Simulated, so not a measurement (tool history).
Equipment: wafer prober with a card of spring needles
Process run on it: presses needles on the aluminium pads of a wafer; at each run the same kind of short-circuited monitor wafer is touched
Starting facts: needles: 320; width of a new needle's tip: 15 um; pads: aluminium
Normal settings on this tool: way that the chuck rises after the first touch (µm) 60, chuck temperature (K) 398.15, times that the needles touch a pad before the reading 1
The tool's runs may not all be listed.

run,hour,way that the chuck rises after the first touch (µm),chuck temperature (K),times that the needles touch a pad before the reading,resistance of one needle with its contact and lead (mohm),way that a needle slides on the pad (µm)
1,0.0,60,398.15,1,148,7.66
2,14.8,60,398.15,1,149,7.67
3,39.3,60,398.15,1,151,7.75
4,51.9,60,398.15,1,150,7.67
5,65.1,60,330.15,1,140,7.71
6,81.1,60,398.15,1,151,7.68
7,96.4,73,398.15,1,147,9.37
8,119.9,73,398.15,1,149,9.35
9,135.8,51,357.15,1,146,6.55
10,153.1,62,357.15,1,143,7.98
11,175.8,63,302.15,3,132,8.14
12,195.9,63,302.15,3,132,8.05
13,213.5,63,302.15,3,133,8.12

The log once held 5 entries between its listed runs, left out of this copy. Where does each go, and what is different about the tool's unlogged condition between the listed run before it and the listed run after it?
Logged between run 2 and run 3: tips cleaned on abrasive film (hour 33.4)
  debris on the tips, nm: 0.4 -> 0.2
Logged between run 5 and run 6: tips cleaned on abrasive film (hour 72.1)
  debris on the tips, nm: 0.4 -> 0.3
Logged between run 7 and run 8: tips cleaned on abrasive film (hour 111.0)
  debris on the tips, nm: 0.4 -> 0.3
Logged between run 9 and run 10: tips cleaned on abrasive film (hour 150.3)
  debris on the tips, nm: 0.4 -> 0.1
Logged between run 11 and run 12: tips cleaned on abrasive film (hour 188.9)
  debris on the tips, nm: 0.4 -> 0.2
